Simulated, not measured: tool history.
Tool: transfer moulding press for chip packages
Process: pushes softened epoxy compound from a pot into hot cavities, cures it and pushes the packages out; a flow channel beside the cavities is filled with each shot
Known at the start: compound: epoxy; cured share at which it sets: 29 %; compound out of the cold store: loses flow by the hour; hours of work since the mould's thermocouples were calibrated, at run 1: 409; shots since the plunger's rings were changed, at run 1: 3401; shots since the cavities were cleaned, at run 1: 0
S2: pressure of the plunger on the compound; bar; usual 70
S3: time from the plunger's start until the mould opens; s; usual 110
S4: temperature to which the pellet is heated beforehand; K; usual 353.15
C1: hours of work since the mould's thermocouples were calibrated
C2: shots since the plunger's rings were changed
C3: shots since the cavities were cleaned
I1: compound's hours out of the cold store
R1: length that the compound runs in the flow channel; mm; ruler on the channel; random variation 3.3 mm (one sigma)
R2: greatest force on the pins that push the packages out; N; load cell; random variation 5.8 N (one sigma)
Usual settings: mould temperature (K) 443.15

run 1 hour=0 | mould_temperature_(K)=443.15 S2=70 S3=110 S4=353.15 | C1=409 C2=3401 C3=0 | I1=15.2 | R1=636 R2=217
run 2 hour=11.5 | mould_temperature_(K)=443.15 S2=70 S3=110 S4=353.15 | C1=418 C2=3547 C3=146 | I1=32.1 | R1=572 R2=254
run 3 hour=28.2 | mould_temperature_(K)=443.15 S2=70 S3=110 S4=353.15 | C1=430 C2=3761 C3=360 | I1=35.6 | R1=549 R2=308
run 4 hour=39.1 | mould_temperature_(K)=443.15 S2=70 S3=96 S4=353.15 | C1=438 C2=3901 C3=500 | I1=34.5 | R1=556 R2=379
run 5 hour=51.3 | mould_temperature_(K)=443.15 S2=70 S3=96 S4=353.15 | C1=447 C2=4056 C3=655 | I1=10.7 | R1=649 R2=435
run 6 hour=61 | mould_temperature_(K)=443.15 S2=70 S3=96 S4=353.15 | C1=454 C2=4181 C3=780 | I1=9.8 | R1=652 R2=462
run 7 hour=77.6 | mould_temperature_(K)=443.15 S2=70 S3=96 S4=353.15 | C1=466 C2=4393 C3=992 | I1=20 | R1=597 R2=470
-- hour=85.8 cavities cleaned with cleaning compound and waxed
run 8 hour=97.2 | mould_temperature_(K)=443.15 S2=70 S3=96 S4=353.15 | C1=480 C2=4624 C3=147 | I1=40.1 | R1=529 R2=281
run 9 hour=116.7 | mould_temperature_(K)=443.15 S2=70 S3=110 S4=353.15 | C1=494 C2=4873 C3=396 | I1=12.5 | R1=630 R2=318
-- hour=126.2 plunger's sealing rings changed
run 10 hour=131.4 | mould_temperature_(K)=443.15 S2=70 S3=110 S4=353.15 | C1=503 C2=66 C3=551 | I1=41.7 | R1=576 R2=333
run 11 hour=152.1 | mould_temperature_(K)=443.15 S2=69 S3=110 S4=353.15 | C1=518 C2=331 C3=816 | I1=16.1 | R1=664 R2=381
run 12 hour=169.9 | mould_temperature_(K)=443.15 S2=70 S3=110 S4=361.15 | C1=531 C2=558 C3=1043 | I1=27.9 | R1=622 R2=379
-- hour=174.1 cavities cleaned with cleaning compound and waxed
run 13 hour=191.1 | mould_temperature_(K)=443.15 S2=70 S3=110 S4=361.15 | C1=546 C2=810 C3=217 | I1=15.2 | R1=673 R2=249

Forecast run 14:
run 14 hour=207 | mould_temperature_(K)=443.15 S2=70 S3=110 S4=344.15 | C1=557 C2=1013 C3=420 | I1=13.4 | R1=? R2=?

{"run 14": {"R1": 676, "R2": 303}}
Without the tool's hidden state the same run would have given R1 692 mm, R2 204 N.
